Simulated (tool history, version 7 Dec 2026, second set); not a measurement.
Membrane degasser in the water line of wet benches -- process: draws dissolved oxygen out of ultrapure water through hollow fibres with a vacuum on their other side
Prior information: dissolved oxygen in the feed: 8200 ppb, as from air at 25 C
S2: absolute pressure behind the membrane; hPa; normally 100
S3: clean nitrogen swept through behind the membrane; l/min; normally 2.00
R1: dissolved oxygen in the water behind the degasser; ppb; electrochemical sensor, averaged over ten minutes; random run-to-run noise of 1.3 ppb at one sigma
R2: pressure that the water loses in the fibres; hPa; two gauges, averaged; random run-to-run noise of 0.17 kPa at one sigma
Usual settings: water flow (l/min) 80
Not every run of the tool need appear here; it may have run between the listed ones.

run 1 hour=0.0 | water_flow_(l/min)=80 S2=100 S3=2.00 | R1=535.5 R2=293.1
run 2 hour=54.6 | water_flow_(l/min)=80 S2=100 S3=2.00 | R1=535.4 R2=293.3
run 3 hour=140.4 | water_flow_(l/min)=80 S2=76 S3=2.00 | R1=359.0 R2=293.3
-- hour=152.3 vacuum gauge calibrated
run 4 hour=182.6 | water_flow_(l/min)=80 S2=76 S3=2.00 | R1=343.5 R2=293.3
run 5 hour=253.2 | water_flow_(l/min)=80 S2=76 S3=2.00 | R1=343.3 R2=291.1
run 6 hour=350.5 | water_flow_(l/min)=80 S2=76 S3=2.00 | R1=343.3 R2=294.7
run 7 hour=427.4 | water_flow_(l/min)=76 S2=100 S3=2.00 | R1=500.2 R2=277.4
run 8 hour=478.5 | water_flow_(l/min)=76 S2=100 S3=2.00 | R1=503.0 R2=281.6
run 9 hour=574.3 | water_flow_(l/min)=80 S2=100 S3=2.00 | R1=521.3 R2=295.7
run 10 hour=619.9 | water_flow_(l/min)=80 S2=100 S3=2.00 | R1=521.3 R2=292.0
run 11 hour=699.2 | water_flow_(l/min)=80 S2=100 S3=2.00 | R1=522.8 R2=296.3
run 12 hour=773.2 | water_flow_(l/min)=80 S2=138 S3=2.00 | R1=788.4 R2=294.5
run 13 hour=838.4 | water_flow_(l/min)=80 S2=100 S3=4.26 | R1=281.9 R2=294.8
run 14 hour=883.9 | water_flow_(l/min)=80 S2=100 S3=4.26 | R1=282.7 R2=295.0
run 15 hour=944.6 | water_flow_(l/min)=80 S2=100 S3=4.26 | R1=282.6 R2=293.6
run 16 hour=1030.7 | water_flow_(l/min)=80 S2=100 S3=4.26 | R1=282.2 R2=295.5
run 17 hour=1084.0 | water_flow_(l/min)=119 S2=212 S3=4.61 | R1=911.7 R2=438.0
run 18 hour=1125.3 | water_flow_(l/min)=89 S2=161 S3=4.47 | R1=543.7 R2=328.0
run 19 hour=1174.6 | water_flow_(l/min)=89 S2=161 S3=4.47 | R1=545.0 R2=324.7
run 20 hour=1239.9 | water_flow_(l/min)=89 S2=161 S3=4.47 | R1=543.7 R2=327.5
run 21 hour=1298.8 | water_flow_(l/min)=110 S2=178 S3=2.85 | R1=1029.0 R2=407.0
run 22 hour=1379.0 | water_flow_(l/min)=88 S2=86 S3=2.85 | R1=345.5 R2=326.4
run 23 hour=1470.2 | water_flow_(l/min)=88 S2=86 S3=2.85 | R1=346.2 R2=323.8
run 24 hour=1519.1 | water_flow_(l/min)=88 S2=86 S3=2.85 | R1=345.8 R2=325.6
run 25 hour=1603.4 | water_flow_(l/min)=80 S2=100 S3=2.45 | R1=448.0 R2=294.3
run 26 hour=1645.6 | water_flow_(l/min)=80 S2=100 S3=2.45 | R1=447.9 R2=296.1
run 27 hour=1699.7 | water_flow_(l/min)=89 S2=66 S3=4.35 | R1=158.8 R2=329.7
run 28 hour=1787.8 | water_flow_(l/min)=53 S2=100 S3=5.29 | R1=159.7 R2=194.6
run 29 hour=1867.1 | water_flow_(l/min)=93 S2=129 S3=5.29 | R1=378.2 R2=349.4
run 30 hour=1937.8 | water_flow_(l/min)=93 S2=88 S3=5.29 | R1=224.4 R2=346.6
run 31 hour=2000.5 | water_flow_(l/min)=108 S2=100 S3=2.72 | R1=524.1 R2=404.0
run 32 hour=2075.4 | water_flow_(l/min)=80 S2=90 S3=2.00 | R1=452.8 R2=297.5

Selected run-to-run steps in R1, each split into two signed amounts: the part the tool would show with no hidden state at all (from settings, incoming material and random variation), and the remainder, which goes to the hidden state together with any gauge scatter not common to the measured and the hidden-state-free results:
Hidden state at play: membrane still open, %; true pressure behind the membrane over the reading, kPa; air that leaks in behind the membrane, l/min; drift of the gauge itself on oxygen_ppb, %; drift of the gauge itself on loss_of_pressure_kpa, %.
Run 3 -> 4: vacuum gauge calibrated. R1 -15.5 ppb: hidden state -16.0, all else +0.5.
Run 12 -> 13: S2 138 -> 100, S3 2.00 -> 4.26. R1 -506.5 ppb: hidden state -0.4, all else -506.1.
Run 16 -> 17: water flow (l/min) 80 -> 119, S2 100 -> 212, S3 4.26 -> 4.61. R1 +629.5 ppb: hidden state +1.3, all else +628.2.
Run 21 -> 22: water flow (l/min) 110 -> 88, S2 178 -> 86. R1 -683.5 ppb: hidden state -0.3, all else -683.2.
Run 28 -> 29: water flow (l/min) 53 -> 93, S2 100 -> 129. R1 +218.5 ppb: hidden state +1.9, all else +216.6.
Run 30 -> 31: water flow (l/min) 93 -> 108, S2 88 -> 100, S3 5.29 -> 2.72. R1 +299.7 ppb: hidden state +2.5, all else +297.2.

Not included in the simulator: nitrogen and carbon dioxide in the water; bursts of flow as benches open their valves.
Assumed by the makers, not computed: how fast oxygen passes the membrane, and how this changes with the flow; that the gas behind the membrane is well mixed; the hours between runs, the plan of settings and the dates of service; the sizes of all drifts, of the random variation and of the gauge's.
